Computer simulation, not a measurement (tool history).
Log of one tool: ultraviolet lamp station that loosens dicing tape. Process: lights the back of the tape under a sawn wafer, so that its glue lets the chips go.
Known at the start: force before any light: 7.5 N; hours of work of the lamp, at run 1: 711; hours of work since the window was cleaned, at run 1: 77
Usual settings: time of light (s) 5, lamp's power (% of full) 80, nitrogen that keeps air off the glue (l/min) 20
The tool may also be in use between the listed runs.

run,hour,time of light (s),lamp's power (% of full),nitrogen that keeps air off the glue (l/min),hours of work of the lamp,hours of work since the window was cleaned,force that peels the tape off (N),light that reached the tape (J/m2)
1,0,5,80,20,711,77,0.381,4780
2,50.1,5,80,20,740,106,0.408,4680
3,100,5,80,20,769,135,0.434,4640
4,132.6,5,78,20,788,154,0.462,4440
5,167.1,5,78,20,808,174,0.475,4420
6,224.8,5,78,20,842,208,0.514,4250
7,268.7,5,80,20,868,233,0.483,4270
# hour 273.7: window cleaned of glue's vapour
8,322.5,5,80,20,899,28,0.579,3980
9,370.2,5,80,20,926,56,0.635,3960
# hour 384: window cleaned of glue's vapour, once more
10,410.6,5,80,20,950,15,0.349,4850
11,474.4,5,80,20,987,53,0.392,4740
12,516.5,5,80,20,1011,77,0.404,4650
13,559.6,5,80,20,1036,102,0.419,4560
14,616.5,5,80,20,1069,135,0.449,4500
15,665.7,3,80,18,1098,164,1.408,2580
16,716.4,3,80,18,1127,193,1.516,2570
17,760.2,7,63,7,1153,219,0.679,4700
18,809.5,7,63,7,1182,248,0.753,4530
# hour 832.7: window cleaned of glue's vapour
19,839.4,3,97,31,1199,4,0.75,3460

Forecast run 20:
20,900.4,3,95,11,1234,39,?,?

{"run 20": {"force that peels the tape off (N)": 1.201, "light that reached the tape (J/m2)": 3320}}
Without the tool's hidden state the same run would have given force that peels the tape off (N) 0.795, light that reached the tape (J/m2) 4080.
